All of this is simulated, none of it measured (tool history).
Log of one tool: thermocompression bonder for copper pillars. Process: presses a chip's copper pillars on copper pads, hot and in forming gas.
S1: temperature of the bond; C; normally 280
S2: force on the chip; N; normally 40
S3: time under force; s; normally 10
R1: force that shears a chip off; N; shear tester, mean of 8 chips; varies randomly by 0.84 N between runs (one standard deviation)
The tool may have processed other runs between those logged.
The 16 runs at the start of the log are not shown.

Run 17, hour 527.5: usual settings. Result: R1 67.4 N.
Run 18, hour 567.5: usual settings. Result: R1 68.1 N.
Run 19, hour 592.5: usual settings. Result: R1 66.1 N.
Run 20, hour 612.3: usual settings. Result: R1 66.7 N.
Run 21, hour 633.7: usual settings but S1 290 C. Result: R1 70.5 N.
Run 22, hour 673.8: usual settings but S1 277 C, S3 27 s. Result: R1 83.9 N.
Run 23, hour 697.6: usual settings but S1 277 C, S3 27 s. Result: R1 83.7 N.
Run 24, hour 734.3: usual settings but S1 277 C, S3 27 s. Result: R1 82.8 N.
At hour 738.9: forming gas filter changed.
Run 25, hour 753: usual settings but S1 307 C, S2 28 N, S3 6 s. Result: R1 59.1 N.
Run 26, hour 778.9: usual settings but S1 258 C, S2 39 N. Result: R1 57.4 N.
Run 27, hour 799.3: usual settings but S1 251 C, S2 53 N. Result: R1 61.1 N.
Run 28, hour 831.6: usual settings but S1 288 C, S2 48 N. Result: R1 76.3 N.
Run 29, hour 865.4: usual settings but S1 289 C, S2 48 N. Result: R1 76.7 N.
Run 30, hour 897.4: usual settings but S1 289 C, S2 48 N. Result: R1 77.1 N.
Run 31, hour 922.2: usual settings but S1 293 C, S3 9 s. Result: R1 70.9 N.
Run 32, hour 962: usual settings but S1 291 C, S2 32 N, S3 13 s. Result: R1 72.2 N.

Expected results for the next run?
Run 33, hour 983.6: usual settings but S1 305 C, S2 32 N, S3 6 s. Result: R1 ?.

Run 33 yielded R1 61.7 N.
With the hidden condition absent and the run-to-run variation left alone, this run would have shown R1 61.9 N.
